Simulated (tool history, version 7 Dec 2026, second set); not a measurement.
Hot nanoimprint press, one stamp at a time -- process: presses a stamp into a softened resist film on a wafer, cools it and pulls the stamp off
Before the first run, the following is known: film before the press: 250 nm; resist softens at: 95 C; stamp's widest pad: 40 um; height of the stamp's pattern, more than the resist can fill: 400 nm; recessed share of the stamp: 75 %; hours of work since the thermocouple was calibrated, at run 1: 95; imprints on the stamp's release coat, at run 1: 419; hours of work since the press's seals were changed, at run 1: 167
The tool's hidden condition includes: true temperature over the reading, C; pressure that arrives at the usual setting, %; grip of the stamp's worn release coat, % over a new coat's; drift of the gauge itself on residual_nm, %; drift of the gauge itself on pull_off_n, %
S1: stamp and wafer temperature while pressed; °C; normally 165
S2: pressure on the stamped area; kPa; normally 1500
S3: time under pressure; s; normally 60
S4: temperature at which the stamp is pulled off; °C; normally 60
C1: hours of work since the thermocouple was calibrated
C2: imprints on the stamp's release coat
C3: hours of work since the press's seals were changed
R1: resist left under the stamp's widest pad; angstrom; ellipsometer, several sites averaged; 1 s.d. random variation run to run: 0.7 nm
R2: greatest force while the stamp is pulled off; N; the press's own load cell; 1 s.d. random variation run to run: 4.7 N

run	hour	S1	S2	S3	S4	C1	C2	C3	R1	R2
1	0	165	1500	60	60	95	419	167	1117	252
2	35.4	165	1500	60	60	113	499	185	1129	253
3	76	165	1500	60	60	133	590	205	1133	275
4	116.6	165	1500	60	60	154	681	226	1141	274
5	161.5	165	1500	60	60	177	781	249	1127	279
6	212.5	165	1500	60	60	203	896	275	1139	297
7	255.5	165	1500	60	60	225	992	296	1141	292
8	284.1	165	940	60	60	239	1056	311	1442	309
9	325.7	165	940	60	60	260	1149	332	1431	312
# hour 348: stamp cleaned and given a new release coat
10	382.1	165	940	60	60	286	76	358	1421	234
11	414.9	165	1500	60	60	302	150	374	1155	245
# hour 422.4: plate thermocouple calibrated
12	451	164	1500	32	60	14	224	391	1492	240
13	488.6	171	1210	93	58	34	308	410	865	261
14	539.6	171	1210	93	58	59	422	436	857	267
15	569.1	158	1600	60	60	74	488	451	1530	270
16	616	162	1500	59	48	98	594	475	1323	336
17	641.6	159	1500	90	49	111	651	488	1334	337
18	691.5	165	970	41	63	137	763	513	1600	271
19	721	157	2060	32	47	152	829	528	1726	341
# hour 743.5: plate thermocouple calibrated, once more
20	779.3	157	2060	32	47	18	953	556	1612	351
21	828.5	157	2060	32	47	43	1063	581	1618	367

Predict each of these 4 candidate next runs independently; none follows another, all start after run 21:
# hour 889.3: stamp cleaned and given a new release coat
A	889.3	165	1500	45	60	71	0	609	?	?
# hour 889.3: stamp cleaned and given a new release coat
B	889.3	165	1710	33	60	71	0	609	?	?
# hour 889.3: stamp cleaned and given a new release coat
C	889.3	165	1850	60	50	71	0	609	?	?
# hour 889.3: stamp cleaned and given a new release coat
D	889.3	157	2060	71	47	71	0	609	?	?

run	R1	R2
A	1218	229
B	1282	227
C	1010	272
D	1288	279
Take away the tool's hidden state, keep each run's random variation, and the runs would have read:
run	R1	R2
A	1209	230
B	1271	227
C	999	272
D	1275	280

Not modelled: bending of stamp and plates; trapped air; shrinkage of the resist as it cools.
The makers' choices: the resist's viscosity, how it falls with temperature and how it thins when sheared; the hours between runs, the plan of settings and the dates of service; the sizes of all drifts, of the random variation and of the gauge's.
